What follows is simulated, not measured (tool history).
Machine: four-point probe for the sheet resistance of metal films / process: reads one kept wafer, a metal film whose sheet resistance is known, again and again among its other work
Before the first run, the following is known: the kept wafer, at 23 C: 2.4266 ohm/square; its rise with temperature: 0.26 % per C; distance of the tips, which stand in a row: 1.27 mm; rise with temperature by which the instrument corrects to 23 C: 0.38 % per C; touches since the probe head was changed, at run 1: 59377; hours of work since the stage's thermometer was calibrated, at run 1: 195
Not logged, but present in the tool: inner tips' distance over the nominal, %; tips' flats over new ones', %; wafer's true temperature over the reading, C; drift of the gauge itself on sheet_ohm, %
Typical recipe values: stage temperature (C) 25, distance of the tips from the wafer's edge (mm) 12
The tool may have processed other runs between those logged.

| run | hour | stage temperature (C) | distance of the tips from the wafer's edge (mm) | touches since the probe head was changed | hours of work since the stage's thermometer was calibrated | sheet resistance as the instrument gives it (ohm/square) |
|---|---|---|---|---|---|---|
| 1 | 0 | 25 | 12 | 59377 | 195 | 2.43466 |
| 2 | 6.4 | 25 | 12 | 59551 | 198 | 2.435996 |
| 3 | 14.4 | 24 | 12 | 59770 | 201 | 2.437883 |
| 4 | 25.6 | 31 | 12 | 60074 | 206 | 2.41909 |
| 5 | 34.3 | 31 | 12 | 60311 | 210 | 2.41851 |
| 6 | 42.3 | 25 | 12 | 60531 | 214 | 2.43599 |
| 7 | 49.6 | 25 | 12 | 60729 | 217 | 2.436054 |
| 8 | 59.3 | 25 | 4 | 60993 | 221 | 2.545912 |
| 9 | 69.3 | 25 | 4 | 61267 | 226 | 2.54548 |
| 10 | 82.7 | 25 | 4 | 61630 | 232 | 2.545363 |
| 11 | 91.3 | 31 | 12 | 61865 | 235 | 2.419845 |
| 12 | 105 | 25 | 12 | 62239 | 241 | 2.435369 |
| 13 | 112.4 | 25 | 12 | 62440 | 245 | 2.436191 |
| 14 | 120.8 | 25 | 12 | 62671 | 248 | 2.436084 |
| 15 | 130.1 | 25 | 12 | 62923 | 252 | 2.436119 |
| 16 | 142.8 | 25 | 12 | 63268 | 258 | 2.435145 |
| 17 | 151.7 | 25 | 3 | 63513 | 262 | 2.633596 |
| 18 | 163.5 | 25 | 3 | 63832 | 267 | 2.632702 |
| 19 | 173.1 | 25 | 12 | 64096 | 271 | 2.435167 |
| 20 | 179.9 | 25 | 69 | 64280 | 274 | 2.42232 |
| 21 | 194 | 25 | 12 | 64665 | 281 | 2.436079 |
| 22 | 207.1 | 25 | 12 | 65023 | 286 | 2.435067 |
| 23 | 220.4 | 25 | 5 | 65383 | 292 | 2.501624 |
| 24 | 232.7 | 25 | 5 | 65718 | 298 | 2.503362 |
| 25 | 242.1 | 25 | 5 | 65975 | 302 | 2.502629 |
| 26 | 249.2 | 25 | 5 | 66169 | 305 | 2.502473 |
| 27 | 258.4 | 28 | 9 | 66420 | 309 | 2.438955 |
| 28 | 266.1 | 28 | 9 | 66629 | 312 | 2.437416 |
| 29 | 276.1 | 31 | 13 | 66902 | 317 | 2.417687 |
| 30 | 285.4 | 23 | 11 | 67156 | 321 | 2.444793 |
| 31 | 294.6 | 19 | 6 | 67407 | 325 | 2.497022 |
| 32 | 309 | 19 | 6 | 67798 | 331 | 2.497212 |
| 33 | 316.4 | 19 | 17 | 68001 | 335 | 2.445741 |
| 34 | 327.6 | 24 | 4 | 68306 | 340 | 2.548719 |
| 35 | 337.6 | 34 | 36 | 68577 | 344 | 2.398167 |
| 36 | 349.6 | 34 | 36 | 68905 | 349 | 2.398033 |
| 37 | 364.7 | 20 | 7 | 69316 | 356 | 2.47799 |
|  | 372.8 | new probe head fitted |
| 38 | 373.8 | 20 | 7 | 29 | 360 | 2.478367 |
| 39 | 380.9 | 20 | 7 | 222 | 363 | 2.477694 |
| 40 | 392.9 | 21 | 6 | 547 | 368 | 2.490017 |
| 41 | 404.9 | 25 | 56 | 876 | 373 | 2.421897 |
| 42 | 415 | 29 | 9 | 1149 | 378 | 2.434115 |
| 43 | 422.7 | 20 | 9 | 1361 | 381 | 2.460472 |
| 44 | 434.8 | 20 | 9 | 1691 | 386 | 2.461569 |
| 45 | 445.2 | 22 | 3 | 1973 | 391 | 2.64111 |

Predict each of these 3 candidate next runs independently; none follows another, all start after run 45:
| A | 455.5 | 31 | 3 | 2254 | 396 | ? |
| B | 455.5 | 19 | 26 | 2254 | 396 | ? |
| C | 455.5 | 33 | 5 | 2254 | 396 | ? |

| run | sheet resistance as the instrument gives it (ohm/square) |
|---|---|
| A | 2.613046 |
| B | 2.441206 |
| C | 2.478089 |
The same runs, with their run-to-run variation unchanged, on a tool lacking any hidden condition would have given:
| run | sheet resistance as the instrument gives it (ohm/square) |
|---|---|
| A | 2.61274 |
| B | 2.440918 |
| C | 2.477797 |

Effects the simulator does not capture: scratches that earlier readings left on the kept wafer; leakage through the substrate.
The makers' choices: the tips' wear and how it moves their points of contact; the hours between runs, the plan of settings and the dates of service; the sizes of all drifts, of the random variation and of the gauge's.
